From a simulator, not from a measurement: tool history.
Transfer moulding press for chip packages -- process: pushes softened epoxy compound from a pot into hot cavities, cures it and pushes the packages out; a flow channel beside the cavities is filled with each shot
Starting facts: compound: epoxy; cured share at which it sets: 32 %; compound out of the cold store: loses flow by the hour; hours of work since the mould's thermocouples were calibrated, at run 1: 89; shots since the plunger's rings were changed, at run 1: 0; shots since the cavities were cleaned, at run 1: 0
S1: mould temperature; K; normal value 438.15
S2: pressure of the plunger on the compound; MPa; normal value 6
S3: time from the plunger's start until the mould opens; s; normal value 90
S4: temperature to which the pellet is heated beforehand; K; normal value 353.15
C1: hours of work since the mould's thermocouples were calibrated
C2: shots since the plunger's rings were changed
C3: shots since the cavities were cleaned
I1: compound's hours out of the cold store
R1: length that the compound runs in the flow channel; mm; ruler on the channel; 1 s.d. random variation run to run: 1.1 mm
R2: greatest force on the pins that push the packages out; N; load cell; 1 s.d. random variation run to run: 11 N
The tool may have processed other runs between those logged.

Run 1, hour 0: usual settings; C1 89; C2 0; C3 0; I1 45.1. Result: R1 678 mm, R2 458 N.
At hour 38.7: cavities cleaned with cleaning compound and waxed.
Run 2, hour 56.6: usual settings; C1 125; C2 686; C3 223; I1 17.8. Result: R1 774 mm, R2 855 N.
At hour 76.9: cavities cleaned with cleaning compound and waxed.
At hour 117.4: cavities cleaned with cleaning compound and waxed.
Run 3, hour 117.4: usual settings; C1 164; C2 1405; C3 0; I1 20.6. Result: R1 757 mm, R2 490 N.
Run 4, hour 150.4: usual settings; C1 186; C2 1816; C3 411; I1 13.2. Result: R1 785 mm, R2 691 N.
At hour 158: cavities cleaned with cleaning compound and waxed.
Run 5, hour 187.9: usual settings; C1 209; C2 2264; C3 373; I1 44.9. Result: R1 666 mm, R2 666 N.
At hour 199.9: cavities cleaned with cleaning compound and waxed.
At hour 239.6: cavities cleaned with cleaning compound and waxed.
Run 6, hour 252.8: usual settings but S3 73 s; C1 251; C2 3034; C3 164; I1 18. Result: R1 759 mm, R2 973 N.
At hour 277.6: cavities cleaned with cleaning compound and waxed.
At hour 285.3: plunger's sealing rings changed.
Run 7, hour 310.6: usual settings but S3 73 s; C1 286; C2 314; C3 379; I1 40.1. Result: R1 692 mm, R2 1045 N.
At hour 321.4: cavities cleaned with cleaning compound and waxed.
At hour 361.2: cavities cleaned with cleaning compound and waxed.
Run 8, hour 371.1: usual settings but S3 76 s; C1 325; C2 1030; C3 123; I1 23. Result: R1 751 mm, R2 769 N.
At hour 397.9: cavities cleaned with cleaning compound and waxed.
Run 9, hour 412.4: usual settings but S3 76 s; C1 351; C2 1525; C3 180; I1 32.2. Result: R1 713 mm, R2 831 N.
At hour 419.6: cavities cleaned with cleaning compound and waxed, once more.
Run 10, hour 441.8: usual settings but S3 76 s; C1 370; C2 1872; C3 276; I1 24.6. Result: R1 740 mm, R2 899 N.
At hour 456.2: cavities cleaned with cleaning compound and waxed.
Run 11, hour 489.1: usual settings but S1 431.15 K, S2 4.86 MPa, S3 113 s, S4 344.15 K; C1 400; C2 2442; C3 409; I1 27.5. Result: R1 673 mm, R2 716 N.
At hour 495.2: cavities cleaned with cleaning compound and waxed.
At hour 532.4: cavities cleaned with cleaning compound and waxed.
Run 12, hour 557: usual settings but S3 109 s, S4 354.15 K; C1 443; C2 3250; C3 307; I1 25.9. Result: R1 727 mm, R2 569 N.
At hour 569.5: cavities cleaned with cleaning compound and waxed.
At hour 577.7: plunger's sealing rings changed.
Run 13, hour 602.7: usual settings but S1 437.15 K, S3 126 s; C1 471; C2 312; C3 383; I1 8.7. Result: R1 815 mm, R2 583 N.
At hour 610.8: cavities cleaned with cleaning compound and waxed.
At hour 647.9: cavities cleaned with cleaning compound and waxed.
Run 14, hour 647.9: usual settings but S1 444.15 K, S2 7.19 MPa, S3 119 s, S4 355.15 K; C1 499; C2 837; C3 0; I1 25.6. Result: R1 795 mm, R2 385 N.
At hour 684.6: cavities cleaned with cleaning compound and waxed.
Run 15, hour 702.8: usual settings but S1 444.15 K, S2 7.19 MPa, S3 119 s, S4 355.15 K; C1 535; C2 1501; C3 226; I1 23.5. Result: R1 801 mm, R2 521 N.
At hour 723.4: cavities cleaned with cleaning compound and waxed.
At hour 761.5: cavities cleaned with cleaning compound and waxed.
Run 16, hour 761.5: usual settings but S1 444.15 K, S2 7.19 MPa, S3 105 s, S4 361.15 K; C1 572; C2 2195; C3 0; I1 27.7. Result: R1 777 mm, R2 395 N.
At hour 800.8: cavities cleaned with cleaning compound and waxed.
Run 17, hour 809.4: usual settings but S1 431.15 K, S2 5.83 MPa, S3 120 s; C1 602; C2 2772; C3 108; I1 38.8. Result: R1 694 mm, R2 504 N.
At hour 838: cavities cleaned with cleaning compound and waxed.
Run 18, hour 852.8: usual settings but S1 442.15 K, S2 5.88 MPa, S3 95 s, S4 362.15 K; C1 630; C2 3293; C3 184; I1 35.9. Result: R1 674 mm, R2 512 N.
At hour 864.4: plunger's sealing rings changed.
At hour 878.8: cavities cleaned with cleaning compound and waxed.
At hour 916.8: cavities cleaned with cleaning compound and waxed.
Run 19, hour 916.8: usual settings but S1 442.15 K, S2 5.88 MPa, S3 94 s, S4 356.15 K; C1 669; C2 615; C3 0; I1 12.5. Result: R1 773 mm, R2 399 N.
At hour 955.6: cavities cleaned with cleaning compound and waxed.
Run 20, hour 983.2: usual settings but S1 435.15 K, S2 5.88 MPa, S3 94 s, S4 356.15 K; C1 712; C2 1422; C3 342; I1 21.8. Result: R1 749 mm, R2 718 N.

Table of differences, measured result less the result of that run with no hidden state. Run-to-run variation is the same in both. Gauge scatter possibly is not:
The tool's hidden condition here consists of: true mould temperature over the reading, C; pressure that reaches the compound, % of what is set; grip of the stained cavities, % over clean ones'; drift of the gauge itself on flow_mm, %; drift of the gauge itself on push_out_n, %.
run   R1    R2
  1   -2    -8
  2   -7  +351
  3  -10    -6
  4  -13  +213
  5  -13  +199
  6  -20  +181
  7   -4  +286
  8   -9   +90
  9  -11  +150
 10  -13  +199
 11  -15  +205
 12  -21  +167
 13   -6  +185
 14   -7    +7
 15  -11  +134
 16  -15    +3
 17  -18   +58
 18  -19  +104
 19  -10    -9
 20  -15  +174
